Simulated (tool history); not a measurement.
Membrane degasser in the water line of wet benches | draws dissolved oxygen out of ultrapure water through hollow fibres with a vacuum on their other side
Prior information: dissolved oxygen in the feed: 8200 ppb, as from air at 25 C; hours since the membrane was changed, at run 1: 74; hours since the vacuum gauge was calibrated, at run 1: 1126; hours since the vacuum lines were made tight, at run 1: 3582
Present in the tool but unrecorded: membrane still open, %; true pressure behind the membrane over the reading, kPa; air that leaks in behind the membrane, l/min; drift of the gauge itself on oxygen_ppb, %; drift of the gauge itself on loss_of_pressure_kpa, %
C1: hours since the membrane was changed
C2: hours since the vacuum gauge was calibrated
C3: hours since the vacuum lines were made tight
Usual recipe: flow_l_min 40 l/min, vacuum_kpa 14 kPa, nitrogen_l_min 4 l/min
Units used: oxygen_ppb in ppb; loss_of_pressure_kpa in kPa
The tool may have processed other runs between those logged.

{"run": 1, "hour": 0.0, "flow_l_min": 40, "vacuum_kpa": 14, "nitrogen_l_min": 4, "C1": 74, "C2": 1126, "C3": 3582, "oxygen_ppb": 536.4, "loss_of_pressure_kpa": 37.24}
{"run": 2, "hour": 48.8, "flow_l_min": 40, "vacuum_kpa": 14, "nitrogen_l_min": 4.68, "C1": 123, "C2": 1175, "C3": 3631, "oxygen_ppb": 504, "loss_of_pressure_kpa": 37.29}
{"run": 3, "hour": 129.6, "flow_l_min": 40, "vacuum_kpa": 14, "nitrogen_l_min": 4.68, "C1": 204, "C2": 1255, "C3": 3712, "oxygen_ppb": 505.2, "loss_of_pressure_kpa": 36.84}
{"run": 4, "hour": 196.9, "flow_l_min": 40, "vacuum_kpa": 14, "nitrogen_l_min": 4.68, "C1": 271, "C2": 1323, "C3": 3779, "oxygen_ppb": 501.8, "loss_of_pressure_kpa": 37.33}
{"run": 5, "hour": 265.5, "flow_l_min": 40, "vacuum_kpa": 14, "nitrogen_l_min": 4, "C1": 339, "C2": 1391, "C3": 3848, "oxygen_ppb": 529.1, "loss_of_pressure_kpa": 37.21}
{"run": 6, "hour": 316.0, "flow_l_min": 40, "vacuum_kpa": 14, "nitrogen_l_min": 4, "C1": 390, "C2": 1442, "C3": 3898, "oxygen_ppb": 540.7, "loss_of_pressure_kpa": 36.97}
{"run": 7, "hour": 357.4, "flow_l_min": 40, "vacuum_kpa": 14, "nitrogen_l_min": 4, "C1": 431, "C2": 1483, "C3": 3939, "oxygen_ppb": 532, "loss_of_pressure_kpa": 36.86}
{"run": 8, "hour": 410.3, "flow_l_min": 40, "vacuum_kpa": 14, "nitrogen_l_min": 4, "C1": 484, "C2": 1536, "C3": 3992, "oxygen_ppb": 533.2, "loss_of_pressure_kpa": 37}
{"run": 9, "hour": 501.4, "flow_l_min": 40, "vacuum_kpa": 14, "nitrogen_l_min": 4, "C1": 575, "C2": 1627, "C3": 4083, "oxygen_ppb": 533.1, "loss_of_pressure_kpa": 36.92}
{"run": 10, "hour": 579.6, "flow_l_min": 40, "vacuum_kpa": 17.3, "nitrogen_l_min": 4, "C1": 654, "C2": 1705, "C3": 4162, "oxygen_ppb": 602.1, "loss_of_pressure_kpa": 37.12}
{"run": 11, "hour": 672.7, "flow_l_min": 40, "vacuum_kpa": 17.3, "nitrogen_l_min": 4, "C1": 747, "C2": 1798, "C3": 4255, "oxygen_ppb": 602.3, "loss_of_pressure_kpa": 36.86}
{"run": 12, "hour": 718.6, "flow_l_min": 40, "vacuum_kpa": 29.6, "nitrogen_l_min": 4, "C1": 793, "C2": 1844, "C3": 4301, "oxygen_ppb": 837.4, "loss_of_pressure_kpa": 36.96}
{"run": 13, "hour": 766.0, "flow_l_min": 40, "vacuum_kpa": 29.6, "nitrogen_l_min": 4, "C1": 840, "C2": 1892, "C3": 4348, "oxygen_ppb": 838.9, "loss_of_pressure_kpa": 36.88}
{"run": 14, "hour": 824.1, "flow_l_min": 40, "vacuum_kpa": 29.6, "nitrogen_l_min": 4, "C1": 898, "C2": 1950, "C3": 4406, "oxygen_ppb": 844.1, "loss_of_pressure_kpa": 36.98}
{"run": 15, "hour": 917.8, "flow_l_min": 40, "vacuum_kpa": 29.6, "nitrogen_l_min": 4, "C1": 992, "C2": 2044, "C3": 4500, "oxygen_ppb": 854.6, "loss_of_pressure_kpa": 36.89}
{"run": 16, "hour": 995.9, "flow_l_min": 40, "vacuum_kpa": 29.6, "nitrogen_l_min": 4, "C1": 1070, "C2": 2122, "C3": 4578, "oxygen_ppb": 842.3, "loss_of_pressure_kpa": 36.8}
{"run": 17, "hour": 1058.8, "flow_l_min": 40, "vacuum_kpa": 13.2, "nitrogen_l_min": 8.97, "C1": 1133, "C2": 2185, "C3": 4641, "oxygen_ppb": 401.4, "loss_of_pressure_kpa": 36.97}
{"run": 18, "hour": 1114.2, "flow_l_min": 27, "vacuum_kpa": 27.4, "nitrogen_l_min": 1.85, "C1": 1188, "C2": 2240, "C3": 4696, "oxygen_ppb": 861, "loss_of_pressure_kpa": 24.83}
{"run": 19, "hour": 1188.2, "flow_l_min": 27, "vacuum_kpa": 27.4, "nitrogen_l_min": 2.85, "C1": 1262, "C2": 2314, "C3": 4770, "oxygen_ppb": 622.6, "loss_of_pressure_kpa": 24.73}
{"hour": 1209.0, "done": "seals of the vacuum lines changed"}
{"run": 20, "hour": 1237.0, "flow_l_min": 40, "vacuum_kpa": 10.6, "nitrogen_l_min": 4, "C1": 1309, "C2": 2361, "C3": 28, "oxygen_ppb": 465.8, "loss_of_pressure_kpa": 36.56}
{"run": 21, "hour": 1293.6, "flow_l_min": 53, "vacuum_kpa": 10.6, "nitrogen_l_min": 4, "C1": 1366, "C2": 2417, "C3": 85, "oxygen_ppb": 694.1, "loss_of_pressure_kpa": 48.4}
{"run": 22, "hour": 1358.8, "flow_l_min": 40, "vacuum_kpa": 22.8, "nitrogen_l_min": 4, "C1": 1431, "C2": 2483, "C3": 150, "oxygen_ppb": 713.3, "loss_of_pressure_kpa": 36.73}
{"run": 23, "hour": 1411.3, "flow_l_min": 61, "vacuum_kpa": 13, "nitrogen_l_min": 1.91, "C1": 1483, "C2": 2535, "C3": 202, "oxygen_ppb": 1153.6, "loss_of_pressure_kpa": 55.74}
{"run": 24, "hour": 1496.1, "flow_l_min": 61, "vacuum_kpa": 11.6, "nitrogen_l_min": 9.32, "C1": 1568, "C2": 2620, "C3": 287, "oxygen_ppb": 730, "loss_of_pressure_kpa": 55.59}
{"run": 25, "hour": 1555.7, "flow_l_min": 50, "vacuum_kpa": 9.2, "nitrogen_l_min": 2.49, "C1": 1628, "C2": 2680, "C3": 347, "oxygen_ppb": 688.4, "loss_of_pressure_kpa": 45.73}
{"hour": 1592.3, "done": "gauge calibrated"}
{"run": 26, "hour": 1619.4, "flow_l_min": 35, "vacuum_kpa": 15.5, "nitrogen_l_min": 9.2, "C1": 1691, "C2": 2743, "C3": 410, "oxygen_ppb": 341.3, "loss_of_pressure_kpa": 32.56}

Run 27 comes next. What will it give?
{"run": 27, "hour": 1660.0, "flow_l_min": 40, "vacuum_kpa": 14, "nitrogen_l_min": 5.22, "C1": 1732, "C2": 2784, "C3": 451, "oxygen_ppb": "?", "loss_of_pressure_kpa": "?"}

oxygen_ppb: 486.9 ppb
loss_of_pressure_kpa: 37.17 kPa
On a tool with no hidden condition, and with the same random variation, this run would have come out at oxygen_ppb 486.7 ppb, loss_of_pressure_kpa 37.2 kPa.
